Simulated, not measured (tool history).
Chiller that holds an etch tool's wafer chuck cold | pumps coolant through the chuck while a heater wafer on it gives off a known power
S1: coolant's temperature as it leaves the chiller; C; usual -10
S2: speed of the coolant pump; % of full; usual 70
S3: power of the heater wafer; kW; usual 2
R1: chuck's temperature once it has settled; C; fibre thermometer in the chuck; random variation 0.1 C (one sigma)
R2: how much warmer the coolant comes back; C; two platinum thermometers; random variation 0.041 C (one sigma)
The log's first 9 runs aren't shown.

{"run": 10, "day": 39.038, "S1": -10, "S2": 70, "S3": 2, "R1": 10.5, "R2": 9.55}
{"run": 11, "day": 45.492, "S1": -10, "S2": 70, "S3": 2.555, "R1": 16.5, "R2": 12.15}
{"run": 12, "day": 51.233, "S1": -10, "S2": 70, "S3": 2, "R1": 10.8, "R2": 9.62}
{"run": 13, "day": 56.983, "S1": -10, "S2": 70, "S3": 2.791, "R1": 18.9, "R2": 13.4}
{"run": 14, "day": 62.7, "S1": -10, "S2": 70, "S3": 2.791, "R1": 18.9, "R2": 13.38}
{"run": 15, "day": 68.95, "S1": -10, "S2": 70, "S3": 2.791, "R1": 19.4, "R2": 13.53}
{"run": 16, "day": 72.792, "S1": -10, "S2": 70, "S3": 2.791, "R1": 19.4, "R2": 13.5}
{"run": 17, "day": 77.025, "S1": -9, "S2": 70, "S3": 2.791, "R1": 20.4, "R2": 13.48}
{"run": 18, "day": 83.488, "S1": -9, "S2": 70, "S3": 2.791, "R1": 20.4, "R2": 13.53}
{"run": 19, "day": 89.379, "S1": -10, "S2": 70, "S3": 1.597, "R1": 7.2, "R2": 7.76}
{"day": 90.025, "done": "chiller's thermometer calibrated"}
{"run": 20, "day": 93.438, "S1": -19, "S2": 64, "S3": 1.055, "R1": -6.9, "R2": 5.62}
{"run": 21, "day": 97.738, "S1": -10, "S2": 93, "S3": 2.59, "R1": 12.2, "R2": 9.52}
{"run": 22, "day": 100.867, "S1": -9, "S2": 76, "S3": 2.648, "R1": 17.1, "R2": 11.85}
{"run": 23, "day": 105.188, "S1": -16, "S2": 70, "S3": 1.86, "R1": 3.7, "R2": 9.12}
{"run": 24, "day": 109.579, "S1": -3, "S2": 98, "S3": 2.488, "R1": 17.6, "R2": 8.78}
{"run": 25, "day": 114.179, "S1": -14, "S2": 65, "S3": 1.232, "R1": -0.1, "R2": 6.51}
{"run": 26, "day": 120.267, "S1": -14, "S2": 99, "S3": 2, "R1": 2.3, "R2": 7.04}
{"run": 27, "day": 123.404, "S1": -3, "S2": 80, "S3": 1.112, "R1": 8.2, "R2": 4.84}
{"run": 28, "day": 127.808, "S1": -16, "S2": 94, "S3": 1.83, "R1": -0.1, "R2": 6.72}
{"run": 29, "day": 131.338, "S1": -16, "S2": 94, "S3": 1.397, "R1": -3.9, "R2": 5.12}
{"run": 30, "day": 137.112, "S1": -7, "S2": 61, "S3": 1.397, "R1": 10.2, "R2": 7.95}
{"run": 31, "day": 140.417, "S1": -7, "S2": 80, "S3": 1.149, "R1": 4.4, "R2": 5.01}
{"run": 32, "day": 143.3, "S1": -3, "S2": 76, "S3": 2.296, "R1": 20.6, "R2": 10.53}

3 ways to go on from here, each from the tool as it stands after run 32. What would each give?
{"run": "A", "day": 147.767, "S1": -1, "S2": 69, "S3": 1.096, "R1": "?", "R2": "?"}
{"run": "B", "day": 147.767, "S1": -10, "S2": 70, "S3": 2, "R1": "?", "R2": "?"}
{"run": "C", "day": 147.767, "S1": -17, "S2": 64, "S3": 2, "R1": "?", "R2": "?"}

run=A R1=11.3 R2=5.57
run=B R1=12 R2=9.96
run=C R1=6.5 R2=10.78
Without the tool's hidden state the same runs would have given:
run=A R1=9.9 R2=5.27
run=B R1=9.6 R2=9.43
run=C R1=4 R2=10.21

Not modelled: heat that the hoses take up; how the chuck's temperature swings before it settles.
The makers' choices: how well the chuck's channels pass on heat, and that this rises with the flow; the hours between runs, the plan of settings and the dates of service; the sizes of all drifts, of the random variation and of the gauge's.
